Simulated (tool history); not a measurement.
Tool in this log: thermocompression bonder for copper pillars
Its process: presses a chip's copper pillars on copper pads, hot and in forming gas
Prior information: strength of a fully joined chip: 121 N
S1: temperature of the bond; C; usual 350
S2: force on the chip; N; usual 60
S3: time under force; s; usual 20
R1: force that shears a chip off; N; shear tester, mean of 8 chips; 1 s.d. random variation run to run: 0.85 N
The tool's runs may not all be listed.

{"run": 1, "day": 0.0, "S1": 350, "S2": 60, "S3": 20, "R1": 63.6}
{"run": 2, "day": 0.45, "S1": 338, "S2": 60, "S3": 20, "R1": 58.3}
{"run": 3, "day": 1.067, "S1": 338, "S2": 60, "S3": 20, "R1": 57.1}
{"run": 4, "day": 1.692, "S1": 321, "S2": 60, "S3": 20, "R1": 47.2}
{"run": 5, "day": 2.217, "S1": 321, "S2": 60, "S3": 20, "R1": 48.5}
{"run": 6, "day": 2.742, "S1": 321, "S2": 60, "S3": 20, "R1": 48.2}
{"run": 7, "day": 3.429, "S1": 321, "S2": 60, "S3": 20, "R1": 47.7}
{"run": 8, "day": 3.738, "S1": 321, "S2": 60, "S3": 20, "R1": 48.1}
{"run": 9, "day": 4.267, "S1": 321, "S2": 60, "S3": 20, "R1": 46.3}
{"day": 4.367, "done": "force cell calibrated"}
{"run": 10, "day": 4.7, "S1": 321, "S2": 60, "S3": 20, "R1": 47.4}
{"run": 11, "day": 5.133, "S1": 321, "S2": 51, "S3": 20, "R1": 41.8}

What does the tool deliver on the next run?
{"run": 12, "day": 5.425, "S1": 350, "S2": 53, "S3": 13, "R1": "?"}

{"run 12": {"R1": 50.8}}
Take away the tool's hidden state, keep the run-to-run variation as it was, and the same run would have given R1 56.4 N.
